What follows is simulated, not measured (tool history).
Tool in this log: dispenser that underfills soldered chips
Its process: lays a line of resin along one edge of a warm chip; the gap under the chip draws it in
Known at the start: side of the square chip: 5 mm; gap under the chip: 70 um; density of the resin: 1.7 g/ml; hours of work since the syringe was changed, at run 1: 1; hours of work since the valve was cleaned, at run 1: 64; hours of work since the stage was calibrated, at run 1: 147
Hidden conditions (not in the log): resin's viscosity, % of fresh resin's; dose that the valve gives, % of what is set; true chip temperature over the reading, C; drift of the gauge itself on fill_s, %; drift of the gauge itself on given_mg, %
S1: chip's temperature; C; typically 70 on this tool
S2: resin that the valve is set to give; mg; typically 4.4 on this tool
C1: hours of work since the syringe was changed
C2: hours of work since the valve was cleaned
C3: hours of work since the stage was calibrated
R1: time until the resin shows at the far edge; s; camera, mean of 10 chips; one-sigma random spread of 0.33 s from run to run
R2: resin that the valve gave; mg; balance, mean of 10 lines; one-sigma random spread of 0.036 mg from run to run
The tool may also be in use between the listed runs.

Run 1, hour 0: usual settings; C1 1; C2 64; C3 147. Result: R1 15.9 s, R2 4.29 mg.
Run 2, hour 8.3: usual settings; C1 7; C2 70; C3 153. Result: R1 24.5 s, R2 4.23 mg.
At hour 9: new syringe of resin.
Run 3, hour 14.6: usual settings but S2 5.33 mg; C1 4; C2 74; C3 157. Result: R1 18.9 s, R2 5.1 mg.
At hour 20.4: new syringe of resin.
Run 4, hour 23.3: usual settings but S2 5.33 mg; C1 2; C2 80; C3 163. Result: R1 16.9 s, R2 5.16 mg.
Run 5, hour 28.5: usual settings but S1 59 C; C1 6; C2 83; C3 167. Result: R1 41.2 s, R2 4.16 mg.
At hour 31.8: new syringe of resin.
Run 6, hour 34.5: usual settings but S1 59 C; C1 2; C2 87; C3 171. Result: R1 30.4 s, R2 4.18 mg.
Run 7, hour 39: usual settings but S1 59 C; C1 5; C2 90; C3 174. Result: R1 39.4 s, R2 4.19 mg.
At hour 43.1: new syringe of resin.
Run 8, hour 43.2: usual settings but S1 72 C; C1 0; C2 93; C3 176. Result: R1 14 s, R2 4.04 mg.
Run 9, hour 48.9: usual settings but S1 75 C; C1 4; C2 97; C3 180. Result: R1 15.1 s, R2 4.17 mg.
At hour 54.3: new syringe of resin.
Run 10, hour 55.6: usual settings but S1 75 C; C1 1; C2 101; C3 185. Result: R1 12.3 s, R2 4.16 mg.
Run 11, hour 62.5: usual settings but S1 61 C; C1 6; C2 106; C3 190. Result: R1 36.8 s, R2 4.12 mg.
At hour 65.6: new syringe of resin.
Run 12, hour 71.1: usual settings but S1 61 C; C1 4; C2 112; C3 195. Result: R1 32.6 s, R2 4.09 mg.
Run 13, hour 74.7: usual settings but S1 61 C, S2 5.17 mg; C1 6; C2 114; C3 198. Result: R1 37.4 s, R2 4.77 mg.
At hour 76.9: new syringe of resin.
Run 14, hour 79.5: usual settings but S1 61 C, S2 5.17 mg; C1 2; C2 118; C3 201. Result: R1 26.9 s, R2 4.83 mg.
At hour 81.8: dispensing valve cleaned and set on the balance.
Run 15, hour 86.3: usual settings but S1 85 C, S2 5.17 mg; C1 6; C2 3; C3 205. Result: R1 9.7 s, R2 5.17 mg.
At hour 89.1: new syringe of resin.
Run 16, hour 90.1: usual settings but S1 85 C, S2 5.17 mg; C1 1; C2 6; C3 207. Result: R1 7.1 s, R2 5.2 mg.
Run 17, hour 95.4: usual settings but S1 85 C, S2 5.17 mg; C1 4; C2 9; C3 211. Result: R1 9.4 s, R2 5.12 mg.
At hour 100.3: new syringe of resin.
Run 18, hour 101.8: usual settings but S1 85 C, S2 5.17 mg; C1 1; C2 13; C3 215. Result: R1 7.7 s, R2 5.12 mg.
Run 19, hour 109.8: usual settings but S1 69 C, S2 5.33 mg; C1 7; C2 19; C3 221. Result: R1 24.9 s, R2 5.29 mg.
At hour 111.5: new syringe of resin.
Run 20, hour 116.6: usual settings but S1 74 C, S2 3.8 mg; C1 4; C2 23; C3 225. Result: R1 17.1 s, R2 3.79 mg.
Run 21, hour 120.7: usual settings but S1 56 C, S2 4.23 mg; C1 6; C2 26; C3 228. Result: R1 51.8 s, R2 4.24 mg.
At hour 123: new syringe of resin.
Run 22, hour 125.9: usual settings but S1 73 C, S2 4.43 mg; C1 2; C2 30; C3 231. Result: R1 14.8 s, R2 4.28 mg.
Run 23, hour 131.5: usual settings but S1 73 C, S2 4.43 mg; C1 6; C2 33; C3 235. Result: R1 19.5 s, R2 4.27 mg.
At hour 134.8: new syringe of resin.
Run 24, hour 136.9: usual settings but S1 57 C, S2 4.43 mg; C1 1; C2 37; C3 239. Result: R1 34.5 s, R2 4.38 mg.
Run 25, hour 141.7: usual settings but S1 57 C, S2 5.12 mg; C1 5; C2 40; C3 242. Result: R1 42.1 s, R2 4.96 mg.
At hour 146: new syringe of resin.
Run 26, hour 149.8: usual settings but S1 72 C, S2 4.29 mg; C1 3; C2 46; C3 247. Result: R1 16.7 s, R2 4.13 mg.
At hour 157.5: new syringe of resin.
Run 27, hour 157.5: usual settings but S1 72 C, S2 4.29 mg; C1 0; C2 51; C3 253. Result: R1 13.2 s, R2 4.17 mg.
Run 28, hour 164.9: usual settings but S1 75 C, S2 4.71 mg; C1 5; C2 56; C3 258. Result: R1 16.2 s, R2 4.52 mg.
At hour 168.9: new syringe of resin.
Run 29, hour 171.4: usual settings but S1 71 C, S2 3.83 mg; C1 2; C2 60; C3 262. Result: R1 17 s, R2 3.69 mg.
Run 30, hour 178.9: usual settings but S1 59 C, S2 4.47 mg; C1 7; C2 65; C3 267. Result: R1 44.3 s, R2 4.38 mg.
At hour 180.1: new syringe of resin.
Run 31, hour 185: usual settings but S2 4.55 mg; C1 3; C2 69; C3 271. Result: R1 19.2 s, R2 4.32 mg.
At hour 191.7: new syringe of resin.
Run 32, hour 193.6: usual settings but S2 4.55 mg; C1 1; C2 75; C3 277. Result: R1 16.2 s, R2 4.39 mg.
Run 33, hour 199.1: usual settings but S2 4.42 mg; C1 5; C2 79; C3 281. Result: R1 22 s, R2 4.25 mg.
At hour 202.8: new syringe of resin.
Run 34, hour 204.6: usual settings but S1 57 C, S2 4.91 mg; C1 1; C2 83; C3 284. Result: R1 32.4 s, R2 4.68 mg.
Run 35, hour 209.9: usual settings but S1 57 C, S2 5.13 mg; C1 5; C2 86; C3 288. Result: R1 43.1 s, R2 4.88 mg.

4 options for the next run, each taken on its own from the tool as it stands now. Forecast them:
At hour 213.9: new syringe of resin.
Run A, hour 217.7: usual settings but S2 4.61 mg; C1 3; C2 91; C3 293. Result: R1 ?, R2 ?.
At hour 213.9: new syringe of resin.
Run B, hour 217.7: usual settings but S2 5.29 mg; C1 3; C2 91; C3 293. Result: R1 ?, R2 ?.
At hour 213.9: new syringe of resin.
Run C, hour 217.7: usual settings but S1 60 C; C1 3; C2 91; C3 293. Result: R1 ?, R2 ?.
At hour 213.9: new syringe of resin.
Run D, hour 217.7: usual settings but S1 57 C, S2 5.11 mg; C1 3; C2 91; C3 293. Result: R1 ?, R2 ?.

run    R1    R2
  A  18.4  4.36
  B  18.3  5.02
  C  31.5  4.24
  D  35.6  4.82
Without the tool's unlogged condition, the same runs would have read:
run    R1    R2
  A  14.5   4.6
  B  14.5   5.3
  C  24.7  4.47
  D  27.9  5.08
